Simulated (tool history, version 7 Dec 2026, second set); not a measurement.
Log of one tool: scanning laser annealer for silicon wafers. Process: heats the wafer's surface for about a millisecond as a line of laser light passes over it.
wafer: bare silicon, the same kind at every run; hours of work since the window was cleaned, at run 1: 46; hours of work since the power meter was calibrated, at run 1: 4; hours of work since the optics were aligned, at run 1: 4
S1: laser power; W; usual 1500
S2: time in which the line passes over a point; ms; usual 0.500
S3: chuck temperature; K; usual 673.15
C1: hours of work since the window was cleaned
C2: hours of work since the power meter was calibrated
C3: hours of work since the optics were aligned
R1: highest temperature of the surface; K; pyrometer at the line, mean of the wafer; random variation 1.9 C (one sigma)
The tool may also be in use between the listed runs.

run,hour,S1,S2,S3,C1,C2,C3,R1
1,0.0,1500,0.500,673.15,46,4,4,1483.15
2,12.2,1500,0.500,673.15,55,14,14,1483.15
3,22.1,1500,0.500,673.15,63,22,22,1483.15
4,33.4,1500,0.500,709.15,72,31,31,1514.15
5,46.4,1500,0.500,709.15,82,41,41,1513.15
6,52.5,1500,0.500,709.15,87,46,46,1513.15
7,59.2,1500,0.516,673.15,92,51,51,1489.15
8,65.9,1500,0.516,673.15,97,56,56,1489.15
9,74.7,1500,0.500,673.15,104,63,63,1474.15
10,84.8,1500,0.500,673.15,112,71,71,1473.15
11,96.3,1500,0.500,673.15,121,80,80,1473.15
12,109.1,1500,0.457,673.15,131,90,90,1441.15
13,121.4,1500,0.457,673.15,141,100,100,1441.15
14,131.5,1500,0.493,673.15,149,107,107,1465.15
15,137.3,1500,0.500,673.15,153,112,112,1471.15
16,142.9,1629,0.500,673.15,158,116,116,1550.15
17,153.2,1629,0.500,673.15,166,124,124,1545.15
18,161.4,1629,0.500,673.15,172,131,131,1547.15
19,174.4,1500,0.500,673.15,182,141,141,1467.15
20,187.4,1500,0.500,673.15,192,151,151,1467.15
21,193.1,1500,0.500,673.15,197,156,156,1469.15
22,198.8,1500,0.597,673.15,201,160,160,1528.15
# hour 204.6: optics aligned, line set to its width
23,209.1,1643,0.367,693.15,206,164,4,1457.15
24,216.2,1546,0.500,705.15,211,170,9,1522.15
25,222.1,1632,0.386,658.15,216,174,14,1434.15
26,233.6,1439,0.406,684.15,225,184,23,1370.15
# hour 240.6: optics aligned, line set to its width, once more
27,244.0,1500,0.518,648.15,229,188,3,1450.15
28,254.5,1570,0.354,648.15,237,196,11,1365.15
29,260.2,1570,0.354,648.15,242,200,15,1365.15
30,267.8,1500,0.448,706.15,248,206,21,1461.15
31,275.8,1500,0.500,642.15,254,213,28,1432.15
32,286.7,1572,0.500,699.15,263,221,36,1530.15
33,293.0,1572,0.500,699.15,267,226,41,1530.15
34,300.6,1588,0.500,667.15,273,232,47,1508.15
35,306.7,1588,0.500,667.15,278,237,52,1507.15
36,312.2,1416,0.500,684.15,283,241,56,1421.15
37,317.5,1416,0.500,684.15,287,245,60,1416.15
38,329.1,1416,0.500,684.15,296,254,69,1418.15
39,336.6,1411,0.454,662.15,302,260,75,1360.15
40,346.5,1500,0.500,695.15,309,268,83,1480.15
41,351.9,1500,0.500,695.15,314,272,87,1478.15
42,360.3,1449,0.373,661.15,320,279,94,1317.15

3 ways to go on from here, each from the tool as it stands after run 42. What would each give?
A,368.4,1500,0.499,703.15,327,285,100,?
B,368.4,1473,0.373,661.15,327,285,100,?
C,368.4,1309,0.564,673.15,327,285,100,?

run,R1
A,1483.15
B,1331.15
C,1375.15
Without the tool's hidden state the same runs would have given:
run,R1
A,1524.15
B,1367.15
C,1412.15
